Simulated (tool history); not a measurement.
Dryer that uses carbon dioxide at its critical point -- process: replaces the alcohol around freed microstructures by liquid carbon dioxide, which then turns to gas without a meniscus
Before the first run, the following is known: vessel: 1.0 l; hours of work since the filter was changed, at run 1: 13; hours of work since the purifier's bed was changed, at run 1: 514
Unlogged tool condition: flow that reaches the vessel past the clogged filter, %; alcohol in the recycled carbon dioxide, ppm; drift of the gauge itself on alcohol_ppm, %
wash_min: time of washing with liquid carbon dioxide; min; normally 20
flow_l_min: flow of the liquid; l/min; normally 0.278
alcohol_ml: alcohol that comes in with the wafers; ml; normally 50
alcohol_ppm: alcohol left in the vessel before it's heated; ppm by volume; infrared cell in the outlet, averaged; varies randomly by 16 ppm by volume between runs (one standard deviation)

| run | hour | wash_min | flow_l_min | alcohol_ml | hours of work since the filter was changed | hours of work since the purifier's bed was changed | alcohol_ppm |
|---|---|---|---|---|---|---|---|
| 1 | 0 | 20 | 0.278 | 50 | 13 | 514 | 1133 |
| 2 | 18.5 | 20 | 0.278 | 50 | 26 | 527 | 1157 |
| 3 | 26.4 | 20 | 0.278 | 50 | 32 | 533 | 1182 |
| 4 | 41.2 | 20 | 0.278 | 50 | 42 | 544 | 1250 |
| 5 | 60.2 | 20 | 0.278 | 50 | 56 | 557 | 1282 |
| 6 | 78 | 20 | 0.278 | 50 | 68 | 570 | 1308 |
| 7 | 86.2 | 20 | 0.278 | 50 | 74 | 576 | 1326 |
| 8 | 95.7 | 20 | 0.278 | 50 | 81 | 582 | 1388 |
| 9 | 105.7 | 20 | 0.278 | 50 | 88 | 589 | 1396 |
| 10 | 117.8 | 20 | 0.278 | 50 | 97 | 598 | 1413 |
| 11 | 127.9 | 20 | 0.278 | 50 | 104 | 605 | 1482 |
| 12 | 142.2 | 20 | 0.278 | 50 | 114 | 615 | 1530 |
| 13 | 157.1 | 20 | 0.278 | 50 | 125 | 626 | 1543 |
| 14 | 170.8 | 20 | 0.278 | 50 | 135 | 636 | 1641 |
| 15 | 181 | 20 | 0.278 | 50 | 142 | 643 | 1628 |
| 16 | 196.2 | 20 | 0.278 | 50 | 153 | 654 | 1753 |
| 17 | 214.7 | 20 | 0.278 | 50 | 166 | 667 | 1780 |
| 18 | 230.1 | 20 | 0.278 | 50 | 177 | 678 | 1890 |
| 19 | 249.4 | 20 | 0.278 | 50 | 190 | 692 | 1938 |
|  | 254.1 | inlet filter changed |
| 20 | 268.9 | 20 | 0.278 | 50 | 11 | 705 | 1185 |
| 21 | 280.5 | 20 | 0.278 | 50 | 19 | 713 | 1214 |
| 22 | 293.1 | 20 | 0.348 | 39 | 28 | 722 | 487 |
| 23 | 300.9 | 19 | 0.261 | 111 | 33 | 728 | 3999 |
| 24 | 318.1 | 14 | 0.381 | 36 | 46 | 740 | 1107 |
| 25 | 326.6 | 28 | 0.206 | 40 | 52 | 746 | 973 |
| 26 | 338.2 | 13 | 0.278 | 108 | 60 | 754 | 9791 |
| 27 | 355.6 | 20 | 0.252 | 76 | 72 | 767 | 2926 |
| 28 | 370.7 | 20 | 0.252 | 76 | 83 | 777 | 2955 |
| 29 | 380.5 | 21 | 0.321 | 53 | 90 | 784 | 827 |

For some of the steps in alcohol_ppm from one run to the next: how much would appear even if the tool had no hidden state, given the settings, what came in and random variation, and how much remains for the hidden state plus any gauge scatter that the measured result and the result without hidden state don't share?
Run 19 -> 20: inlet filter changed. alcohol_ppm -753 ppm by volume: hidden state -744, all else -9.
Run 25 -> 26: wash_min 28 -> 13, flow_l_min 0.206 -> 0.278, alcohol_ml 40 -> 108. alcohol_ppm +8818 ppm by volume: hidden state +1068, all else +7750.
Run 26 -> 27: wash_min 13 -> 20, flow_l_min 0.278 -> 0.252, alcohol_ml 108 -> 76. alcohol_ppm -6865 ppm by volume: hidden state -646, all else -6219.
